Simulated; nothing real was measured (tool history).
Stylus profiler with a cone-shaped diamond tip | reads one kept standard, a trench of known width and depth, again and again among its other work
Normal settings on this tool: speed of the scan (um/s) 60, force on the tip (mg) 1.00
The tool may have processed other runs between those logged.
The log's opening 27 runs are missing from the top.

run,hour,speed of the scan (um/s),force on the tip (mg),depth of the trench (angstrom),width of the trench's floor (nm)
28,664.6,48,0.45,10057.7,45740
29,696.9,99,0.99,10085.2,45570
30,723.3,22,2.79,10153.0,46020
31,754.3,62,2.68,10150.2,45850
# hour 756.3: height scale calibrated on a step standard
32,785.1,141,0.49,10073.7,45010
33,816.5,141,0.49,10076.3,45060
# hour 835.4: height scale calibrated on a step standard, once more
34,841.1,36,1.00,10069.6,45780
35,860.0,71,1.00,10068.0,45620
36,883.2,71,1.00,10070.1,45630
37,897.9,33,2.82,10136.4,45890
38,917.2,33,2.82,10136.4,45840
39,939.7,33,2.82,10134.9,45800
40,956.2,30,1.44,10090.6,45800
41,987.3,28,0.87,10069.1,45780
42,1004.8,26,0.65,10058.7,45760
43,1019.3,63,1.96,10112.4,45690
44,1041.1,63,1.96,10107.4,45660
45,1055.1,63,1.96,10110.0,45660

5 ways to go on from here, each from the tool as it stands after run 45. What would each give?
A,1083.1,151,1.00,?,?
B,1083.1,176,2.56,?,?
C,1083.1,221,0.69,?,?
D,1083.1,210,0.93,?,?
E,1083.1,72,1.96,?,?

run,depth of the trench (angstrom),width of the trench's floor (nm)
A,10072.4,45190
B,10130.9,45370
C,10063.6,44630
D,10073.4,44850
E,10114.7,45640
Take away the tool's hidden state, keep each run's random variation, and the runs would have read:
run,depth of the trench (angstrom),width of the trench's floor (nm)
A,10062.8,45860
B,10121.3,46030
C,10054.0,45300
D,10063.8,45520
E,10105.1,46300
